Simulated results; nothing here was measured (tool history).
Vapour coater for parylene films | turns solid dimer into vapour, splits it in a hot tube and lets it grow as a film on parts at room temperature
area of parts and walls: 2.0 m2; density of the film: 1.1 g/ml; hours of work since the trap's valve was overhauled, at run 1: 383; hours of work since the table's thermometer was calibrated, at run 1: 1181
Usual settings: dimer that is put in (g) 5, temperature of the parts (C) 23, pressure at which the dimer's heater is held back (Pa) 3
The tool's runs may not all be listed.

run	day	dimer that is put in (g)	temperature of the parts (C)	pressure at which the dimer's heater is held back (Pa)	hours of work since the trap's valve was overhauled	hours of work since the table's thermometer was calibrated	thickness of the film (µm)
1	0	5	23	3	383	1181	1.432
2	1.146	5	35	3	403	1202	0.859
3	3.55	5	35	3	447	1246	0.853
# day 4.062: trap's valve overhauled
4	5.262	5	26	3	22	1274	1.324
5	7.346	5	23	3	60	1313	1.492
6	8.825	5	23	3	87	1340	1.497
7	10.129	5	23	3	111	1363	1.486
8	11.938	5	23	3	144	1396	1.486
9	13.717	5	23	3	176	1429	1.477
10	15.242	5	23	3	204	1457	1.479
11	16.583	5	23	11.29	229	1481	1.166
12	18.488	5	23	3	264	1516	1.472
13	20.579	5	23	3	302	1554	1.461
# day 20.804: table's thermometer calibrated
14	22.038	5	23	3	328	23	1.393
15	23.154	5	22	3	348	43	1.448
16	24.596	5	22	3	375	69	1.446
17	26.421	5	23	3	408	103	1.383
18	27.879	6	23	3	435	129	1.656
# day 29.046: trap's valve overhauled
19	30.154	7	23	3	20	168	2.032
20	32.671	7	23	3	66	214	2.023
21	34.971	7	23	3	108	256	2.011
22	37.158	7	23	3	148	296	2.014
23	38.221	5	23	3	168	315	1.435
24	39.254	2	26	2.01	187	334	0.544
25	40.375	5	23	4.86	207	355	1.308
26	42.021	5	23	4.86	237	385	1.304
27	44.408	5	23	4.39	281	428	1.322
28	46.317	5	23	4.39	316	463	1.323
29	47.554	5	23	4.39	338	486	1.324
30	49.954	5	23	4.39	382	530	1.313
31	51.921	9	16	3	418	566	3.396
32	53.762	9	16	10.04	452	599	2.718
# day 54.146: trap's valve overhauled
33	54.988	4	16	2.61	15	619	1.61
34	56.212	5	34	6.48	38	641	0.803
35	57.529	6	34	2.73	62	665	1.131
36	59.904	5	23	11.32	105	709	1.154
37	62.138	6	30	11.32	146	749	1.024
38	63.208	6	30	11.32	166	769	1.029
39	65.467	6	30	11.32	207	810	1.019
40	66.871	6	30	11.32	233	836	1.014
41	69.021	5	20	2.39	272	875	1.685
42	71.558	2	29	4.21	318	922	0.418
43	72.862	2	29	4.21	342	945	0.419
44	75.154	7	29	3.2	384	987	1.524
45	76.992	9	23	3.75	418	1021	2.447
46	78.8	6	26	3	451	1054	1.49

4 ways to go on from here, each from the tool as it stands after run 46. What would each give?
# day 79.158: trap's valve overhauled
A	80.308	2	35	3	21	1078	?
# day 79.158: trap's valve overhauled
B	80.308	5	29	3	21	1078	?
# day 79.158: trap's valve overhauled
C	80.308	3	23	3	21	1078	?
# day 79.158: trap's valve overhauled
D	80.308	6	26	5.1	21	1078	?

run	thickness of the film (µm)
A	0.359
B	1.164
C	0.894
D	1.437
Without the tool's hidden state the same runs would have given:
run	thickness of the film (µm)
A	0.349
B	1.133
C	0.87
D	1.398
